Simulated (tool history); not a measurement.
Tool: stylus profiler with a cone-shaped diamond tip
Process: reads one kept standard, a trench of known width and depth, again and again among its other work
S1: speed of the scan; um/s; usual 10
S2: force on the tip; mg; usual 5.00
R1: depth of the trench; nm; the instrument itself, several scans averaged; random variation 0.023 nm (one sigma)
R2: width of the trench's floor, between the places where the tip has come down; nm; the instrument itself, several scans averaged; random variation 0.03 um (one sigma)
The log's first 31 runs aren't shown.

{"run": 32, "hour": 496.5, "S1": 2, "S2": 5.85, "R1": 202.57, "R2": 16770}
{"run": 33, "hour": 509.5, "S1": 10, "S2": 11.82, "R1": 203.99, "R2": 16740}
{"run": 34, "hour": 524.2, "S1": 31, "S2": 5.81, "R1": 202.51, "R2": 16660}
{"run": 35, "hour": 534.3, "S1": 4, "S2": 4.45, "R1": 202.15, "R2": 16720}
{"run": 36, "hour": 545.5, "S1": 7, "S2": 1.81, "R1": 201.27, "R2": 16720}
{"run": 37, "hour": 563.7, "S1": 7, "S2": 6.0, "R1": 202.57, "R2": 16730}
{"run": 38, "hour": 578.0, "S1": 6, "S2": 14.99, "R1": 204.61, "R2": 16770}
{"run": 39, "hour": 586.7, "S1": 35, "S2": 7.24, "R1": 202.91, "R2": 16710}

Forecast each of these 3 alternatives for the next run:
{"run": "A", "hour": 600.0, "S1": 37, "S2": 8.53, "R1": "?", "R2": "?"}
{"run": "B", "hour": 600.0, "S1": 31, "S2": 9.01, "R1": "?", "R2": "?"}
{"run": "C", "hour": 600.0, "S1": 29, "S2": 2.78, "R1": "?", "R2": "?"}

run=A R1=203.21 R2=16750
run=B R1=203.34 R2=16700
run=C R1=201.65 R2=16630
Without the tool's hidden state the same runs would have given:
run=A R1=202.98 R2=17210
run=B R1=203.12 R2=17160
run=C R1=201.43 R2=17090
